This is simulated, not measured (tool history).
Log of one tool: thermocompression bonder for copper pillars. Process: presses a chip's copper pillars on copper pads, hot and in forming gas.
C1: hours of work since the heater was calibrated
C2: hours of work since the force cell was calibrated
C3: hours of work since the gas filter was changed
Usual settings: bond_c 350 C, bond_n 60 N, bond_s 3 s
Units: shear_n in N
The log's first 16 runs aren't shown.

{"run": 17, "hour": 1111.0, "bond_c": 350, "bond_n": 60, "bond_s": 3, "C1": 426, "C2": 1384, "C3": 68, "shear_n": 65}
{"run": 18, "hour": 1154.2, "bond_c": 350, "bond_n": 60, "bond_s": 3, "C1": 458, "C2": 1416, "C3": 100, "shear_n": 62.4}
{"hour": 1205.8, "done": "forming gas filter changed"}
{"run": 19, "hour": 1218.1, "bond_c": 350, "bond_n": 60, "bond_s": 3, "C1": 506, "C2": 1463, "C3": 9, "shear_n": 68.2}
{"run": 20, "hour": 1300.2, "bond_c": 350, "bond_n": 60, "bond_s": 3, "C1": 567, "C2": 1524, "C3": 70, "shear_n": 63.3}
{"hour": 1372.8, "done": "heater calibrated with a thermocouple chip"}
{"hour": 1393.3, "done": "forming gas filter changed"}
{"run": 21, "hour": 1393.3, "bond_c": 350, "bond_n": 60, "bond_s": 3, "C1": 15, "C2": 1592, "C3": 0, "shear_n": 64.8}
{"run": 22, "hour": 1470.8, "bond_c": 342, "bond_n": 69, "bond_s": 3, "C1": 73, "C2": 1650, "C3": 58, "shear_n": 65.9}
{"run": 23, "hour": 1543.6, "bond_c": 350, "bond_n": 42, "bond_s": 3, "C1": 127, "C2": 1704, "C3": 112, "shear_n": 42.9}
{"hour": 1580.7, "done": "forming gas filter changed"}
{"hour": 1586.7, "done": "force cell calibrated"}
{"run": 24, "hour": 1586.7, "bond_c": 368, "bond_n": 79, "bond_s": 7, "C1": 158, "C2": 0, "C3": 3, "shear_n": 100.8}
{"run": 25, "hour": 1675.5, "bond_c": 368, "bond_n": 79, "bond_s": 7, "C1": 224, "C2": 66, "C3": 70, "shear_n": 96.8}
{"run": 26, "hour": 1756.7, "bond_c": 342, "bond_n": 79, "bond_s": 5, "C1": 285, "C2": 127, "C3": 130, "shear_n": 82.3}
{"hour": 1767.5, "done": "forming gas filter changed"}
{"run": 27, "hour": 1834.7, "bond_c": 342, "bond_n": 79, "bond_s": 5, "C1": 343, "C2": 185, "C3": 50, "shear_n": 87.2}
{"run": 28, "hour": 1917.6, "bond_c": 342, "bond_n": 79, "bond_s": 5, "C1": 404, "C2": 247, "C3": 112, "shear_n": 82.8}
{"hour": 1954.6, "done": "forming gas filter changed"}
{"run": 29, "hour": 1973.3, "bond_c": 361, "bond_n": 60, "bond_s": 2, "C1": 446, "C2": 288, "C3": 14, "shear_n": 64.6}
{"run": 30, "hour": 2035.9, "bond_c": 337, "bond_n": 60, "bond_s": 5, "C1": 492, "C2": 334, "C3": 61, "shear_n": 71.6}
{"run": 31, "hour": 2114.8, "bond_c": 337, "bond_n": 60, "bond_s": 5, "C1": 551, "C2": 393, "C3": 120, "shear_n": 68.6}
{"hour": 2143.4, "done": "forming gas filter changed"}
{"run": 32, "hour": 2157.4, "bond_c": 363, "bond_n": 54, "bond_s": 3, "C1": 583, "C2": 425, "C3": 10, "shear_n": 66.4}
{"run": 33, "hour": 2198.3, "bond_c": 364, "bond_n": 83, "bond_s": 3, "C1": 613, "C2": 455, "C3": 41, "shear_n": 88.9}
{"hour": 2205.4, "done": "heater calibrated with a thermocouple chip"}
{"run": 34, "hour": 2244.1, "bond_c": 352, "bond_n": 39, "bond_s": 4, "C1": 29, "C2": 488, "C3": 74, "shear_n": 47.9}
{"hour": 2329.3, "done": "forming gas filter changed"}
{"run": 35, "hour": 2329.3, "bond_c": 343, "bond_n": 39, "bond_s": 4, "C1": 92, "C2": 551, "C3": 0, "shear_n": 47.6}
{"run": 36, "hour": 2387.1, "bond_c": 348, "bond_n": 55, "bond_s": 4, "C1": 135, "C2": 594, "C3": 43, "shear_n": 63.9}
{"run": 37, "hour": 2451.7, "bond_c": 361, "bond_n": 64, "bond_s": 2, "C1": 183, "C2": 643, "C3": 91, "shear_n": 61.4}
{"hour": 2512.9, "done": "forming gas filter changed"}
{"run": 38, "hour": 2512.9, "bond_c": 361, "bond_n": 64, "bond_s": 2, "C1": 229, "C2": 688, "C3": 0, "shear_n": 68.1}
{"run": 39, "hour": 2595.5, "bond_c": 361, "bond_n": 64, "bond_s": 2, "C1": 290, "C2": 750, "C3": 62, "shear_n": 63.3}

Forecast each of these 4 alternatives for the next run:
{"run": "A", "hour": 2650.0, "bond_c": 364, "bond_n": 87, "bond_s": 3, "C1": 331, "C2": 790, "C3": 102, "shear_n": "?"}
{"run": "B", "hour": 2650.0, "bond_c": 356, "bond_n": 64, "bond_s": 5, "C1": 331, "C2": 790, "C3": 102, "shear_n": "?"}
{"run": "C", "hour": 2650.0, "bond_c": 353, "bond_n": 38, "bond_s": 2, "C1": 331, "C2": 790, "C3": 102, "shear_n": "?"}
{"run": "D", "hour": 2650.0, "bond_c": 365, "bond_n": 40, "bond_s": 3, "C1": 331, "C2": 790, "C3": 102, "shear_n": "?"}

run=A shear_n=83.8
run=B shear_n=76.8
run=C shear_n=34.9
run=D shear_n=46.6
Without the tool's hidden state the same runs would have given:
run=A shear_n=91.2
run=B shear_n=83.4
run=C shear_n=38
run=D shear_n=50.7
